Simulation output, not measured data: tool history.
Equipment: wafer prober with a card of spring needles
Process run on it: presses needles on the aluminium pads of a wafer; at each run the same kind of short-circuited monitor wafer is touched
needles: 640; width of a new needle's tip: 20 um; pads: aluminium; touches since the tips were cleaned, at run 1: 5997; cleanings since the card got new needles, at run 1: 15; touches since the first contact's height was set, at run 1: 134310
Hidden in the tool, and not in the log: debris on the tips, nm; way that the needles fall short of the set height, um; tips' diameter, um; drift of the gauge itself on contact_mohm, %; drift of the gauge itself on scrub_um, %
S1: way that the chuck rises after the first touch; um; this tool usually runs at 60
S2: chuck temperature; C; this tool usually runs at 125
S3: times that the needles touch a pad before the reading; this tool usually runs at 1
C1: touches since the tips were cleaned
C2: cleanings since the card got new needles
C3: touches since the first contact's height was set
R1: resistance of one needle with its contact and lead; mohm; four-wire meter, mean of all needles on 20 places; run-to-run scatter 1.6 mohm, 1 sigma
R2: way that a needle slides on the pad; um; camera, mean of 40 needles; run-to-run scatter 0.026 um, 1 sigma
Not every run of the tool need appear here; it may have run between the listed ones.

run 1 hour=0.0 | S1=60 S2=125 S3=1 | C1=5997 C2=15 C3=134310 | R1=159 R2=9.00
-- hour=7.2 tips cleaned on abrasive film
run 2 hour=21.7 | S1=60 S2=125 S3=1 | C1=4164 C2=16 C3=140523 | R1=156 R2=9.01
-- hour=35.4 tips cleaned on abrasive film
run 3 hour=56.0 | S1=60 S2=125 S3=1 | C1=5932 C2=17 C3=150372 | R1=160 R2=9.04
-- hour=61.0 tips cleaned on abrasive film
run 4 hour=84.5 | S1=60 S2=125 S3=1 | C1=6768 C2=18 C3=158552 | R1=161 R2=9.00
-- hour=89.2 tips cleaned on abrasive film
run 5 hour=112.6 | S1=60 S2=125 S3=1 | C1=6735 C2=19 C3=166586 | R1=158 R2=8.99
-- hour=115.6 tips cleaned on abrasive film
run 6 hour=131.9 | S1=60 S2=125 S3=1 | C1=4712 C2=20 C3=172130 | R1=153 R2=8.98
-- hour=143.3 tips cleaned on abrasive film
run 7 hour=158.0 | S1=60 S2=125 S3=1 | C1=4238 C2=21 C3=179606 | R1=158 R2=9.01
-- hour=170.9 tips cleaned on abrasive film
run 8 hour=191.7 | S1=60 S2=125 S3=1 | C1=6001 C2=22 C3=189276 | R1=158 R2=8.99

What will run 9 give?
-- hour=198.0 tips cleaned on abrasive film
run 9 hour=210.8 | S1=60 S2=125 S3=3 | C1=3657 C2=23 C3=194723 | R1=? R2=?

For run 9 the tool returned R1 159 mohm, R2 8.97 um.
On a tool with no hidden condition, and with the same random variation, this run would have come out at R1 159 mohm, R2 8.98 um.
